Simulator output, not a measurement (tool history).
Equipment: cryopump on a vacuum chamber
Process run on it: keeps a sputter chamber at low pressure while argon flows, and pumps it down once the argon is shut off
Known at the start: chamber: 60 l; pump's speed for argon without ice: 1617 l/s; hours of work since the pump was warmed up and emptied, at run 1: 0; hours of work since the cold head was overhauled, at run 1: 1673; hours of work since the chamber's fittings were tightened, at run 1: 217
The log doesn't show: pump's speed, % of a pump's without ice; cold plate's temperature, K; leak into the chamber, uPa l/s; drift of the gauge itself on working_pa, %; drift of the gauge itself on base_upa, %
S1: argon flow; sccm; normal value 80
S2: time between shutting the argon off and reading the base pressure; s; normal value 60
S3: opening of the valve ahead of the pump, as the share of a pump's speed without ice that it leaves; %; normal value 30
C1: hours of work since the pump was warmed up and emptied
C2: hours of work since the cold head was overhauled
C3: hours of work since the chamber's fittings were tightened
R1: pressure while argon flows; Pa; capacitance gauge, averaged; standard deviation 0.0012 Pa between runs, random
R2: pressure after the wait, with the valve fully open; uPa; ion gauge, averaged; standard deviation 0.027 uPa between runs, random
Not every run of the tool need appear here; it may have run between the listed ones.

run    hour  S1   S2  S3   C1    C2    C3      R1    R2
  1     0.0  80   60  30    0  1673   217  0.2817  1.77
  2    30.5  80   60  30   26  1699   243  0.2820  1.80
  3    64.3  80   60  30   55  1728   272  0.2819  1.85
  4   112.1  80   60  30   95  1768   312  0.2820  1.93
  5   172.0  80   60  20  146  1819   363  0.4229  2.05
  6   206.1  80  106  30  175  1848   392  0.2829  1.70
  7   257.8  80   60  30  219  1892   436  0.2853  2.27
  8   311.7  80   60  30  265  1938   482  0.2853  2.30
  9   355.9  80   60  30  302  1975   519  0.2891  2.46
 10   398.8  80   60  40  339  2012   556  0.2221  2.56
 11   432.3  80   60  40  367  2040   584  0.2218  2.64
 12   491.5  80  293  40  418  2091   635  0.2221  2.01
 13   533.3  80  226  30  453  2126   670  0.2921  2.13
 14   568.1  80   60  35  483  2156   700  0.2550  2.99
 15   629.3  80   60  35  535  2208   752  0.2577  3.18
 16   690.2  80   60  22  587  2259   803  0.3972  3.32
 17   737.0  80   60  24  626  2299   843  0.3723  3.37
 18   765.0  80   60  24  650  2323   867  0.3710  3.67
 19   798.0  80   97  17  678  2351   895  0.5165  3.32
 20   824.9  36  148  59  701  2374   918  0.0754  3.12
 21   878.9  80  197  30  747  2420   964  0.3038  3.17
 22   912.5  80  197  30  775  2448   992  0.3078  3.24
 23   951.3  80  197  30  808  2481  1025  0.3074  3.39
      969.8  -- pump warmed up, emptied and cooled again
 24   982.6  44   29  30   11  2504  1048  0.1543  4.40
 25  1037.3  41  255  30   57  2550  1094  0.1447  2.78
 26  1070.6  80   53  37   86  2578  1122  0.2321  3.74
 27  1109.3  67   60  18  119  2611  1155  0.3924  3.76
 28  1142.2  67  114  18  147  2639  1183  0.3932  3.44
     1191.3  -- leaking fittings of the chamber tightened, without venting
 29  1191.3  89  114  18  187  2679     0  0.5253  0.81
 30  1243.6  46  175  18  231  2724    44  0.2726  0.70
 31  1268.8  80   65  30  252  2745    66  0.2891  1.35
 32  1311.0  51   40  40  288  2781   102  0.1400  2.06
 33  1360.7  51   58  28  330  2823   144  0.1965  1.67

Each row is a separate what-if for the run after 33, all from the same tool condition, not one after another. Results?
  A  1421.8  150  166  36  382  2875  196   ?   ?
  B  1421.8  147   58  20  382  2875  196   ?   ?
  C  1421.8   38   58  28  382  2875  196   ?   ?
  D  1421.8   80   58  28  382  2875  196   ?   ?

run      R1    R2
  A  0.4632  1.10
  B  0.7940  1.81
  C  0.1479  1.87
  D  0.3126  1.82
The same runs, with their run-to-run variation unchanged, on a tool lacking any hidden condition would have given:
run      R1    R2
  A  0.4368  0.56
  B  0.7682  1.27
  C  0.1413  1.32
  D  0.2985  1.27
